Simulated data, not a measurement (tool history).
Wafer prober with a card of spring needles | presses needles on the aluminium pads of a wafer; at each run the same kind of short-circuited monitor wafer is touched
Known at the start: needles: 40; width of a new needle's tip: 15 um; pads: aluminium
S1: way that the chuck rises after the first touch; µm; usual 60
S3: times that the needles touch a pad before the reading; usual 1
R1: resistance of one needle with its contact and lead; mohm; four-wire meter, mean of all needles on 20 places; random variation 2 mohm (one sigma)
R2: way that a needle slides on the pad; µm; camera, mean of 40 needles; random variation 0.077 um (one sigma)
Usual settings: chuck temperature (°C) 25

{"run": 1, "hour": 0.0, "S1": 60, "chuck temperature (°C)": 25, "S3": 1, "R1": 255, "R2": 13.81}
{"hour": 3.6, "done": "tips cleaned on abrasive film"}
{"hour": 26.3, "done": "tips cleaned on abrasive film"}
{"hour": 48.8, "done": "tips cleaned on abrasive film"}
{"run": 2, "hour": 56.0, "S1": 60, "chuck temperature (°C)": 25, "S3": 1, "R1": 234, "R2": 13.61}
{"hour": 75.0, "done": "tips cleaned on abrasive film"}
{"hour": 99.5, "done": "tips cleaned on abrasive film"}
{"run": 3, "hour": 107.4, "S1": 60, "chuck temperature (°C)": 66, "S3": 1, "R1": 245, "R2": 13.63}
{"hour": 121.2, "done": "tips cleaned on abrasive film"}
{"run": 4, "hour": 136.2, "S1": 60, "chuck temperature (°C)": 66, "S3": 1, "R1": 257, "R2": 13.53}
{"hour": 146.2, "done": "tips cleaned on abrasive film"}
{"hour": 167.9, "done": "tips cleaned on abrasive film"}
{"hour": 189.1, "done": "tips cleaned on abrasive film"}
{"run": 5, "hour": 196.9, "S1": 60, "chuck temperature (°C)": 66, "S3": 1, "R1": 243, "R2": 13.58}
{"hour": 210.7, "done": "tips cleaned on abrasive film"}
{"hour": 235.3, "done": "tips cleaned on abrasive film"}
{"run": 6, "hour": 241.7, "S1": 60, "chuck temperature (°C)": 25, "S3": 1, "R1": 232, "R2": 13.42}
{"hour": 259.6, "done": "tips cleaned on abrasive film"}
{"hour": 284.9, "done": "tips cleaned on abrasive film"}
{"hour": 309.3, "done": "tips cleaned on abrasive film"}
{"run": 7, "hour": 312.6, "S1": 60, "chuck temperature (°C)": 25, "S3": 1, "R1": 224, "R2": 13.48}
{"hour": 333.6, "done": "tips cleaned on abrasive film"}
{"hour": 357.8, "done": "tips cleaned on abrasive film"}
{"run": 8, "hour": 373.6, "S1": 60, "chuck temperature (°C)": 25, "S3": 1, "R1": 250, "R2": 13.24}
{"hour": 383.4, "done": "tips cleaned on abrasive film"}
{"hour": 405.8, "done": "tips cleaned on abrasive film"}
{"run": 9, "hour": 408.5, "S1": 60, "chuck temperature (°C)": 25, "S3": 1, "R1": 221, "R2": 13.33}
{"hour": 430.6, "done": "tips cleaned on abrasive film"}
{"hour": 453.5, "done": "tips cleaned on abrasive film"}
{"run": 10, "hour": 455.2, "S1": 60, "chuck temperature (°C)": 25, "S3": 1, "R1": 219, "R2": 13.48}
{"hour": 479.2, "done": "tips cleaned on abrasive film"}
{"hour": 503.5, "done": "tips cleaned on abrasive film"}
{"run": 11, "hour": 520.2, "S1": 60, "chuck temperature (°C)": 25, "S3": 1, "R1": 258, "R2": 13.4}
{"hour": 529.3, "done": "tips cleaned on abrasive film"}
{"hour": 554.4, "done": "tips cleaned on abrasive film"}
{"run": 12, "hour": 567.7, "S1": 60, "chuck temperature (°C)": 25, "S3": 1, "R1": 253, "R2": 13.28}
{"hour": 576.8, "done": "tips cleaned on abrasive film"}
{"hour": 600.2, "done": "tips cleaned on abrasive film"}
{"hour": 626.1, "done": "tips cleaned on abrasive film"}
{"hour": 626.4, "done": "height of the first contact set anew"}
{"run": 13, "hour": 626.9, "S1": 60, "chuck temperature (°C)": 25, "S3": 1, "R1": 220, "R2": 13.23}
{"hour": 650.0, "done": "tips cleaned on abrasive film"}
{"run": 14, "hour": 665.2, "S1": 60, "chuck temperature (°C)": 25, "S3": 1, "R1": 253, "R2": 13.13}
{"hour": 675.8, "done": "tips cleaned on abrasive film"}
{"hour": 700.0, "done": "tips cleaned on abrasive film"}
{"hour": 721.9, "done": "tips cleaned on abrasive film"}
{"run": 15, "hour": 727.4, "S1": 60, "chuck temperature (°C)": 25, "S3": 1, "R1": 233, "R2": 13.15}
{"hour": 746.3, "done": "tips cleaned on abrasive film"}
{"hour": 768.7, "done": "tips cleaned on abrasive film"}
{"run": 16, "hour": 773.3, "S1": 60, "chuck temperature (°C)": 63, "S3": 1, "R1": 235, "R2": 13.11}
{"hour": 790.8, "done": "tips cleaned on abrasive film"}
{"run": 17, "hour": 805.7, "S1": 60, "chuck temperature (°C)": 63, "S3": 1, "R1": 264, "R2": 13.06}
{"hour": 815.9, "done": "tips cleaned on abrasive film"}
{"hour": 841.4, "done": "tips cleaned on abrasive film"}
{"run": 18, "hour": 844.6, "S1": 72, "chuck temperature (°C)": 75, "S3": 1, "R1": 232, "R2": 15.74}
{"hour": 865.5, "done": "tips cleaned on abrasive film"}
{"hour": 888.2, "done": "tips cleaned on abrasive film"}
{"run": 19, "hour": 896.4, "S1": 72, "chuck temperature (°C)": 75, "S3": 1, "R1": 242, "R2": 15.69}
{"hour": 910.8, "done": "tips cleaned on abrasive film"}
{"hour": 932.8, "done": "tips cleaned on abrasive film"}
{"run": 20, "hour": 934.3, "S1": 57, "chuck temperature (°C)": 50, "S3": 1, "R1": 231, "R2": 12.36}
{"hour": 956.2, "done": "tips cleaned on abrasive film"}
{"hour": 981.1, "done": "tips cleaned on abrasive film"}
{"hour": 1002.4, "done": "tips cleaned on abrasive film"}
{"run": 21, "hour": 1003.4, "S1": 58, "chuck temperature (°C)": 101, "S3": 1, "R1": 238, "R2": 12.47}

The next listed run, before its measurement:
{"hour": 1028.1, "done": "tips cleaned on abrasive film"}
{"hour": 1035.5, "done": "height of the first contact set anew, once more"}
{"hour": 1051.1, "done": "tips cleaned on abrasive film"}
{"run": 22, "hour": 1051.1, "S1": 58, "chuck temperature (°C)": 101, "S3": 1, "R1": "?", "R2": "?"}

Run 22 gave R1 233 mohm, R2 13.34 µm.
Without the tool's hidden state the same run would have given R1 228 mohm, R2 13.35 µm.
